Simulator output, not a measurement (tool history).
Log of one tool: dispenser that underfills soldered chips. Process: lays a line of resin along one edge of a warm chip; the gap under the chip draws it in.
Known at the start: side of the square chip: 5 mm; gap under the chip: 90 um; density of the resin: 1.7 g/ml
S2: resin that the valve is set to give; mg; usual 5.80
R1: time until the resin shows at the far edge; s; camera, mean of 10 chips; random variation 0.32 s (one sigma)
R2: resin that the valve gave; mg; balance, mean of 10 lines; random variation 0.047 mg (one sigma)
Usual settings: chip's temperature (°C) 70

Run 1, day 0.000: usual settings. Result: R1 12.3 s, R2 5.44 mg.
At day 0.075: new syringe of resin.
Run 2, day 0.133: usual settings. Result: R1 10.9 s, R2 5.42 mg.
Run 3, day 0.288: usual settings. Result: R1 11.4 s, R2 5.40 mg.
At day 0.396: new syringe of resin.
Run 4, day 0.396: usual settings. Result: R1 10.0 s, R2 5.44 mg.
Run 5, day 0.542: usual settings. Result: R1 11.5 s, R2 5.34 mg.
Run 6, day 0.629: usual settings. Result: R1 11.9 s, R2 5.33 mg.
At day 0.721: new syringe of resin.
Run 7, day 0.738: usual settings. Result: R1 9.7 s, R2 5.45 mg.
Run 8, day 0.821: usual settings. Result: R1 11.2 s, R2 5.33 mg.
Run 9, day 0.929: usual settings. Result: R1 12.0 s, R2 5.33 mg.
At day 1.046: new syringe of resin.
Run 10, day 1.050: usual settings but chip's temperature (°C) 82, S2 5.52 mg. Result: R1 6.8 s, R2 5.08 mg.
Run 11, day 1.200: usual settings but chip's temperature (°C) 55, S2 5.97 mg. Result: R1 18.8 s, R2 5.45 mg.
At day 1.379: new syringe of resin.
Run 12, day 1.404: usual settings but chip's temperature (°C) 83, S2 7.09 mg. Result: R1 7.2 s, R2 6.48 mg.
Run 13, day 1.521: usual settings but chip's temperature (°C) 64, S2 5.64 mg. Result: R1 14.5 s, R2 5.10 mg.
Run 14, day 1.667: usual settings but chip's temperature (°C) 64, S2 5.64 mg. Result: R1 16.3 s, R2 5.12 mg.
At day 1.704: new syringe of resin.
Run 15, day 1.779: usual settings but chip's temperature (°C) 64, S2 5.64 mg. Result: R1 13.1 s, R2 5.20 mg.
At day 1.846: dispensing valve cleaned and set on the balance.
Run 16, day 1.992: usual settings but chip's temperature (°C) 64, S2 5.64 mg. Result: R1 14.6 s, R2 5.66 mg.
At day 2.079: new syringe of resin.
Run 17, day 2.092: usual settings but S2 6.23 mg. Result: R1 10.2 s, R2 6.16 mg.
Run 18, day 2.233: usual settings but chip's temperature (°C) 62. Result: R1 14.8 s, R2 5.82 mg.

Some steps in R1 between neighbouring runs. How much of each would the tool show without its hidden state too (settings, what came in, random variation), and how much is left for the hidden state, with any gauge scatter that isn't in both results?
The hidden state here: resin's viscosity, % of fresh resin's; dose that the valve gives, % of what is set; true chip temperature over the reading, C; drift of the gauge itself on fill_s, %; drift of the gauge itself on given_mg, %.
Run 10 -> 11: chip's temperature (°C) 82 -> 55, S2 5.52 -> 5.97. R1 +12.0 s: hidden state +2.4, all else +9.6.
Run 14 -> 15: new syringe of resin. R1 -3.2 s: hidden state -2.8, all else -0.4.
